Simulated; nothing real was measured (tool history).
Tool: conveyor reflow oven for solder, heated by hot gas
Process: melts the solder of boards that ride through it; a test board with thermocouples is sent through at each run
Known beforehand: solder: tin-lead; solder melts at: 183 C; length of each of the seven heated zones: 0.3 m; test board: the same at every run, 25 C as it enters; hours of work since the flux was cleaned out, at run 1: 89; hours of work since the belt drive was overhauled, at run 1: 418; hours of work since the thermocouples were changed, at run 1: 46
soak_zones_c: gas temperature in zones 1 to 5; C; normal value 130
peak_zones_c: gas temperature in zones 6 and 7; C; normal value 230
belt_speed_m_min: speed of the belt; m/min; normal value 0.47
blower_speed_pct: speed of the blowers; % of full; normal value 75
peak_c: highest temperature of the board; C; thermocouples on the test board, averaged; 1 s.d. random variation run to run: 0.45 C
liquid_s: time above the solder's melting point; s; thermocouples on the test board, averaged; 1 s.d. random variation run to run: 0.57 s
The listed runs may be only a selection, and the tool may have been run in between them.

| run | hour | soak_zones_c | peak_zones_c | belt_speed_m_min | blower_speed_pct | hours of work since the flux was cleaned out | hours of work since the belt drive was overhauled | hours of work since the thermocouples were changed | peak_c | liquid_s |
|---|---|---|---|---|---|---|---|---|---|---|
| 1 | 0 | 130 | 230 | 0.47 | 75 | 89 | 418 | 46 | 207.9 | 46.2 |
| 2 | 23.3 | 130 | 230 | 0.47 | 75 | 103 | 432 | 59 | 207.6 | 46.2 |
| 3 | 36.9 | 136 | 230 | 0.47 | 75 | 111 | 440 | 67 | 209.2 | 49.2 |
| 4 | 56.5 | 136 | 230 | 0.47 | 75 | 122 | 451 | 79 | 209.3 | 47.8 |
| 5 | 71.7 | 136 | 230 | 0.47 | 75 | 131 | 460 | 88 | 208.2 | 49.4 |
| 6 | 84.5 | 136 | 230 | 0.469 | 75 | 139 | 468 | 95 | 209.1 | 49.4 |
| 7 | 106.1 | 130 | 230 | 0.47 | 82 | 151 | 480 | 108 | 209.3 | 47.9 |
| 8 | 129.6 | 130 | 230 | 0.47 | 82 | 165 | 494 | 122 | 209.4 | 47 |
| 9 | 145.8 | 130 | 230 | 0.47 | 82 | 175 | 503 | 131 | 208.7 | 46.9 |
| 10 | 174 | 130 | 230 | 0.47 | 82 | 191 | 520 | 147 | 208.6 | 46.1 |
| 11 | 187.5 | 130 | 230 | 0.47 | 82 | 199 | 528 | 155 | 208 | 46.9 |
| 12 | 209 | 130 | 230 | 0.47 | 82 | 211 | 540 | 168 | 207.7 | 45.8 |
| 13 | 233.9 | 137 | 230 | 0.47 | 82 | 226 | 555 | 182 | 209.5 | 50.2 |
| 14 | 262.1 | 137 | 230 | 0.47 | 82 | 242 | 571 | 199 | 209.8 | 49.1 |
| 15 | 288.9 | 137 | 230 | 0.47 | 82 | 258 | 587 | 214 | 208.8 | 50.6 |
| 16 | 304.4 | 142 | 227 | 0.449 | 85 | 267 | 596 | 223 | 209.6 | 55.3 |
| 17 | 326.4 | 130 | 224 | 0.382 | 75 | 280 | 609 | 236 | 207.7 | 58.3 |
| 18 | 352.9 | 130 | 224 | 0.382 | 75 | 295 | 624 | 252 | 207.5 | 57.2 |
| 19 | 368.6 | 139 | 234 | 0.382 | 75 | 305 | 633 | 261 | 217.7 | 71.6 |
| 20 | 382.4 | 139 | 234 | 0.382 | 75 | 313 | 641 | 269 | 217.7 | 71.1 |
| 21 | 409.5 | 134 | 234 | 0.415 | 75 | 328 | 657 | 285 | 214.8 | 60.5 |
| 22 | 425.9 | 140 | 231 | 0.556 | 57 | 338 | 667 | 294 | 196 | 25.2 |
| 23 | 437.8 | 140 | 231 | 0.556 | 57 | 345 | 674 | 301 | 195.4 | 24.3 |
| 24 | 462.1 | 140 | 231 | 0.556 | 57 | 359 | 688 | 316 | 195.4 | 23.7 |
| 25 | 483.7 | 140 | 231 | 0.556 | 57 | 372 | 700 | 328 | 195.2 | 23.7 |
|  | 504.7 | flux residue cleaned out of gas plates and filters |
| 26 | 512 | 136 | 226 | 0.415 | 54 | 4 | 714 | 342 | 205.4 | 50.6 |
| 27 | 532.2 | 136 | 221 | 0.396 | 67 | 16 | 726 | 354 | 206.8 | 57 |
| 28 | 558 | 136 | 221 | 0.396 | 67 | 31 | 741 | 369 | 205.9 | 58.3 |
| 29 | 582.3 | 136 | 221 | 0.396 | 67 | 45 | 755 | 383 | 206 | 57.6 |

Here are 4 independent what-if runs from the current tool condition. What would each one return?
| A | 603.7 | 126 | 233 | 0.47 | 75 | 58 | 768 | 395 | ? | ? |
| B | 603.7 | 136 | 242 | 0.506 | 67 | 58 | 768 | 395 | ? | ? |
| C | 603.7 | 130 | 230 | 0.425 | 75 | 58 | 768 | 395 | ? | ? |
| D | 603.7 | 136 | 222 | 0.396 | 67 | 58 | 768 | 395 | ? | ? |

| run | peak_c | liquid_s |
|---|---|---|
| A | 210.7 | 48.8 |
| B | 214.5 | 49.9 |
| C | 212 | 57.1 |
| D | 207 | 56.9 |
Without the tool's hidden state the same runs would have given:
| run | peak_c | liquid_s |
|---|---|---|
| A | 211.1 | 48.2 |
| B | 214.8 | 49.1 |
| C | 212.3 | 56.3 |
| D | 207.4 | 56.1 |

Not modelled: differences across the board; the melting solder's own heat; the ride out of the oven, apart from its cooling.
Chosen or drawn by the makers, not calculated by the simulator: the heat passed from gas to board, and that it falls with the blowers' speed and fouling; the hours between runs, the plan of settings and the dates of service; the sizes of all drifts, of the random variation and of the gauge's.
